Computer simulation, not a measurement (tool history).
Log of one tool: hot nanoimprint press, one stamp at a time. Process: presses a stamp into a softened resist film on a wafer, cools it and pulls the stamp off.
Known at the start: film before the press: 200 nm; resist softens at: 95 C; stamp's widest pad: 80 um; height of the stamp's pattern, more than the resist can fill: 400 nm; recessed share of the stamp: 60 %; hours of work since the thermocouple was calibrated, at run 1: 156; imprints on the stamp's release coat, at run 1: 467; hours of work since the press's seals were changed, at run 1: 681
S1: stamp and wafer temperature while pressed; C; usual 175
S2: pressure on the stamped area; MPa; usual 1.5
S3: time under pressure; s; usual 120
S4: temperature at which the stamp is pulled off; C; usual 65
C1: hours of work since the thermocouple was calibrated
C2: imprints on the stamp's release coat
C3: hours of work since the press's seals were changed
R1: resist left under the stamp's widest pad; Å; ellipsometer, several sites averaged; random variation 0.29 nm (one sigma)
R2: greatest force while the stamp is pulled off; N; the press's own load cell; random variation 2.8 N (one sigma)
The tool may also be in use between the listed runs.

{"run": 1, "day": 0.0, "S1": 175, "S2": 1.5, "S3": 120, "S4": 65, "C1": 156, "C2": 467, "C3": 681, "R1": 1018, "R2": 199}
{"run": 2, "day": 3.021, "S1": 175, "S2": 1.5, "S3": 120, "S4": 65, "C1": 193, "C2": 618, "C3": 718, "R1": 1015, "R2": 206}
{"run": 3, "day": 4.842, "S1": 175, "S2": 1.5, "S3": 120, "S4": 70, "C1": 215, "C2": 709, "C3": 740, "R1": 1020, "R2": 186}
{"day": 5.271, "done": "stamp cleaned and given a new release coat"}
{"run": 4, "day": 7.25, "S1": 175, "S2": 1.5, "S3": 120, "S4": 70, "C1": 242, "C2": 99, "C3": 767, "R1": 1020, "R2": 187}
{"run": 5, "day": 8.588, "S1": 175, "S2": 1.5, "S3": 120, "S4": 63, "C1": 258, "C2": 166, "C3": 783, "R1": 1019, "R2": 210}
{"run": 6, "day": 10.592, "S1": 175, "S2": 1.5, "S3": 120, "S4": 52, "C1": 283, "C2": 266, "C3": 808, "R1": 1020, "R2": 250}
{"run": 7, "day": 13.488, "S1": 184, "S2": 1.6, "S3": 121, "S4": 67, "C1": 319, "C2": 411, "C3": 844, "R1": 682, "R2": 194}
{"run": 8, "day": 14.788, "S1": 180, "S2": 1.03, "S3": 71, "S4": 67, "C1": 335, "C2": 476, "C3": 860, "R1": 1188, "R2": 194}
{"run": 9, "day": 16.762, "S1": 175, "S2": 1.5, "S3": 213, "S4": 70, "C1": 359, "C2": 575, "C3": 884, "R1": 840, "R2": 188}
{"day": 18.596, "done": "plate thermocouple calibrated"}
{"day": 20.012, "done": "stamp cleaned and given a new release coat"}
{"run": 10, "day": 20.012, "S1": 175, "S2": 1.5, "S3": 213, "S4": 70, "C1": 14, "C2": 0, "C3": 920, "R1": 833, "R2": 184}
{"run": 11, "day": 22.104, "S1": 175, "S2": 1.5, "S3": 213, "S4": 53, "C1": 40, "C2": 105, "C3": 946, "R1": 838, "R2": 242}
{"run": 12, "day": 23.604, "S1": 175, "S2": 1.5, "S3": 213, "S4": 53, "C1": 59, "C2": 180, "C3": 964, "R1": 839, "R2": 244}

5 ways to go on from here, each from the tool as it stands after run 12. What would each give?
{"run": "A", "day": 25.779, "S1": 175, "S2": 1.89, "S3": 213, "S4": 53, "C1": 86, "C2": 289, "C3": 991, "R1": "?", "R2": "?"}
{"run": "B", "day": 25.779, "S1": 185, "S2": 1.5, "S3": 213, "S4": 62, "C1": 86, "C2": 289, "C3": 991, "R1": "?", "R2": "?"}
{"run": "C", "day": 25.779, "S1": 181, "S2": 1.5, "S3": 213, "S4": 67, "C1": 86, "C2": 289, "C3": 991, "R1": "?", "R2": "?"}
{"run": "D", "day": 25.779, "S1": 175, "S2": 1.1, "S3": 137, "S4": 68, "C1": 86, "C2": 289, "C3": 991, "R1": "?", "R2": "?"}
{"run": "E", "day": 25.779, "S1": 167, "S2": 1.5, "S3": 120, "S4": 64, "C1": 86, "C2": 289, "C3": 991, "R1": "?", "R2": "?"}

run=A R1=744 R2=242
run=B R1=543 R2=212
run=C R1=643 R2=198
run=D R1=1131 R2=196
run=E R1=1390 R2=199
Without the tool's hidden state the same runs would have given:
run=A R1=735 R2=241
run=B R1=538 R2=211
run=C R1=636 R2=197
run=D R1=1119 R2=195
run=E R1=1376 R2=199

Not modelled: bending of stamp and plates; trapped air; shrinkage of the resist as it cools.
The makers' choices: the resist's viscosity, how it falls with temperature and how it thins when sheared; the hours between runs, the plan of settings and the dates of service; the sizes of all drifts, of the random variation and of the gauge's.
